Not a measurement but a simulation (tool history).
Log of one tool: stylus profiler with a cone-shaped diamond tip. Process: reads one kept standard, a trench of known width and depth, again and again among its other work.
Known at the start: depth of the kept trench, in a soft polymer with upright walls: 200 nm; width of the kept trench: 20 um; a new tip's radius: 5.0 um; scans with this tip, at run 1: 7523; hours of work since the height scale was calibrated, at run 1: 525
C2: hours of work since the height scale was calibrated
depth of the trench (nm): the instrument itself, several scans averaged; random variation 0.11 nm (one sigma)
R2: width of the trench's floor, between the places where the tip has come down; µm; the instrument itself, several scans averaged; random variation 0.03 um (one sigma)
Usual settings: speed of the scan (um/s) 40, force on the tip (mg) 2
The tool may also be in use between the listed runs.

Run 1, hour 0: usual settings; scans with this tip 7523; C2 525. Result: depth of the trench (nm) 201.37, R2 16.89 µm.
Run 2, hour 24: usual settings; scans with this tip 7793; C2 544. Result: depth of the trench (nm) 201.55, R2 16.81 µm.
Run 3, hour 42.2: usual settings but force on the tip (mg) 3.35; scans with this tip 7997; C2 558. Result: depth of the trench (nm) 202.55, R2 16.85 µm.
Run 4, hour 55.2: usual settings but force on the tip (mg) 3.35; scans with this tip 8142; C2 568. Result: depth of the trench (nm) 202.39, R2 16.84 µm.
Run 5, hour 70.9: usual settings but force on the tip (mg) 3.35; scans with this tip 8318; C2 581. Result: depth of the trench (nm) 202.33, R2 16.86 µm.
Run 6, hour 83.2: usual settings but force on the tip (mg) 3.35; scans with this tip 8456; C2 590. Result: depth of the trench (nm) 202.48, R2 16.84 µm.
Run 7, hour 97: usual settings; scans with this tip 8611; C2 601. Result: depth of the trench (nm) 201.42, R2 16.86 µm.
Run 8, hour 114.9: usual settings; scans with this tip 8812; C2 615. Result: depth of the trench (nm) 201.45, R2 16.79 µm.
Run 9, hour 134.6: usual settings; scans with this tip 9034; C2 630. Result: depth of the trench (nm) 201.7, R2 16.79 µm.
Run 10, hour 155.6: usual settings; scans with this tip 9270; C2 647. Result: depth of the trench (nm) 201.46, R2 16.78 µm.
Run 11, hour 171.3: usual settings; scans with this tip 9446; C2 659. Result: depth of the trench (nm) 201.3, R2 16.76 µm.
Run 12, hour 181.5: usual settings; scans with this tip 9561; C2 667. Result: depth of the trench (nm) 201.34, R2 16.79 µm.
Run 13, hour 195.1: usual settings; scans with this tip 9713; C2 678. Result: depth of the trench (nm) 201.58, R2 16.77 µm.
Run 14, hour 214.1: usual settings; scans with this tip 9926; C2 693. Result: depth of the trench (nm) 201.45, R2 16.71 µm.
Run 15, hour 232.8: usual settings but speed of the scan (um/s) 62; scans with this tip 10136; C2 707. Result: depth of the trench (nm) 201.43, R2 16.66 µm.
Run 16, hour 246.1: usual settings but speed of the scan (um/s) 62; scans with this tip 10286; C2 718. Result: depth of the trench (nm) 201.34, R2 16.64 µm.
Run 17, hour 263.7: usual settings but speed of the scan (um/s) 62; scans with this tip 10483; C2 732. Result: depth of the trench (nm) 201.33, R2 16.67 µm.
Run 18, hour 274.2: usual settings but force on the tip (mg) 4.92; scans with this tip 10601; C2 740. Result: depth of the trench (nm) 203.09, R2 16.78 µm.
Run 19, hour 296.1: usual settings but speed of the scan (um/s) 34, force on the tip (mg) 3.01; scans with this tip 10847; C2 757. Result: depth of the trench (nm) 201.93, R2 16.78 µm.
Run 20, hour 320: usual settings but force on the tip (mg) 1.08; scans with this tip 11115; C2 776. Result: depth of the trench (nm) 200.77, R2 16.66 µm.
Run 21, hour 341.4: usual settings but force on the tip (mg) 1.08; scans with this tip 11355; C2 792. Result: depth of the trench (nm) 200.56, R2 16.6 µm.
Run 22, hour 364.9: usual settings but force on the tip (mg) 1.08; scans with this tip 11620; C2 811. Result: depth of the trench (nm) 200.69, R2 16.6 µm.
At hour 375: height scale calibrated on a step standard.
Run 23, hour 380.6: usual settings but speed of the scan (um/s) 72, force on the tip (mg) 1.08; scans with this tip 11790; C2 4. Result: depth of the trench (nm) 201.31, R2 16.46 µm.
Run 24, hour 393.5: usual settings but speed of the scan (um/s) 72, force on the tip (mg) 1.08; scans with this tip 11935; C2 14. Result: depth of the trench (nm) 201.47, R2 16.47 µm.
Run 25, hour 414.1: usual settings but speed of the scan (um/s) 72, force on the tip (mg) 1.08; scans with this tip 12166; C2 31. Result: depth of the trench (nm) 201.4, R2 16.43 µm.
Run 26, hour 427.4: usual settings but speed of the scan (um/s) 115, force on the tip (mg) 4.12; scans with this tip 12316; C2 41. Result: depth of the trench (nm) 203.25, R2 16.5 µm.
Run 27, hour 448.8: usual settings but speed of the scan (um/s) 25, force on the tip (mg) 4.91; scans with this tip 12556; C2 58. Result: depth of the trench (nm) 203.42, R2 16.81 µm.
Run 28, hour 460.5: usual settings but speed of the scan (um/s) 11, force on the tip (mg) 5.98; scans with this tip 12687; C2 67. Result: depth of the trench (nm) 204.02, R2 16.77 µm.
Run 29, hour 471.3: usual settings but speed of the scan (um/s) 11, force on the tip (mg) 5.98; scans with this tip 12809; C2 75. Result: depth of the trench (nm) 204.21, R2 16.77 µm.
Run 30, hour 493.8: usual settings but speed of the scan (um/s) 11, force on the tip (mg) 5.98; scans with this tip 13061; C2 93. Result: depth of the trench (nm) 204.13, R2 16.8 µm.
Run 31, hour 505.6: usual settings but speed of the scan (um/s) 20, force on the tip (mg) 5.98; scans with this tip 13193; C2 102. Result: depth of the trench (nm) 204.11, R2 16.77 µm.
Run 32, hour 524.4: usual settings but speed of the scan (um/s) 20, force on the tip (mg) 5.98; scans with this tip 13404; C2 117. Result: depth of the trench (nm) 204.12, R2 16.72 µm.
Run 33, hour 535.7: usual settings but speed of the scan (um/s) 22, force on the tip (mg) 4.82; scans with this tip 13532; C2 126. Result: depth of the trench (nm) 203.52, R2 16.8 µm.
Run 34, hour 548.2: usual settings but force on the tip (mg) 1.01; scans with this tip 13672; C2 136. Result: depth of the trench (nm) 200.92, R2 16.53 µm.

How the hidden state differs across the entries between the runs, from the last listed run before each to the first after it:
Between runs 22 and 23: height scale calibrated on a step standard (hour 375)
  radius of the tip, um: 6.21 -> 6.23; height scale over the true one, %: -0.4 -> -0.041
  measured less the result without the state, depth of the trench (nm): -0.8 -> -0.09; R2: -0.33 -> -0.33 µm

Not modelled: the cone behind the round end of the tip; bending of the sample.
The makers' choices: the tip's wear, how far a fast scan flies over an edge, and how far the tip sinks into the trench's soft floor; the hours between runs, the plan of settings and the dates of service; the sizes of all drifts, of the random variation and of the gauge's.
